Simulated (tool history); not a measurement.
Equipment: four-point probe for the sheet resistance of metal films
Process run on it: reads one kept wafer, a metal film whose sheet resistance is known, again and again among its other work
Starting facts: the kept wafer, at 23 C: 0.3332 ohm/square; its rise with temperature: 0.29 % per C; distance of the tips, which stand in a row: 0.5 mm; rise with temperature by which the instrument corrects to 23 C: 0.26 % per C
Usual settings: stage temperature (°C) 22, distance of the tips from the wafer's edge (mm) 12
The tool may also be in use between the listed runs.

run,hour,stage temperature (°C),distance of the tips from the wafer's edge (mm),sheet resistance as the instrument gives it (ohm/square)
1,0,22,12,0.335022
2,80.7,22,12,0.335145
3,188.4,22,12,0.335107
4,277.7,22,12,0.335321
5,336.9,22,12,0.335236
6,404.8,22,12,0.335343
7,514.4,22,12,0.335423
8,590.2,22,12,0.335376
9,682.3,22,35,0.33527
10,788.4,26,12,0.336003
# hour 806.6: stage's thermometer calibrated
11,841.2,34,54,0.335664
12,888.5,27,5,0.336746
13,958.4,27,41,0.335024
14,1009.1,18,14,0.334239
15,1102.9,25,69,0.334792
16,1168.4,25,69,0.334838
17,1268.7,25,69,0.33508
18,1326.2,25,11,0.335457
19,1378.5,29,25,0.335504
20,1486,31,12,0.336103

3 ways to go on from here, each from the tool as it stands after run 20. What would each give?
A,1591,31,12,?
B,1591,26,45,?
C,1591,29,12,?

run,sheet resistance as the instrument gives it (ohm/square)
A,0.336181
B,0.335332
C,0.335907
Stripped of hidden state, with their random variation kept, the same runs would have yielded:
run,sheet resistance as the instrument gives it (ohm/square)
A,0.334384
B,0.333537
C,0.33411
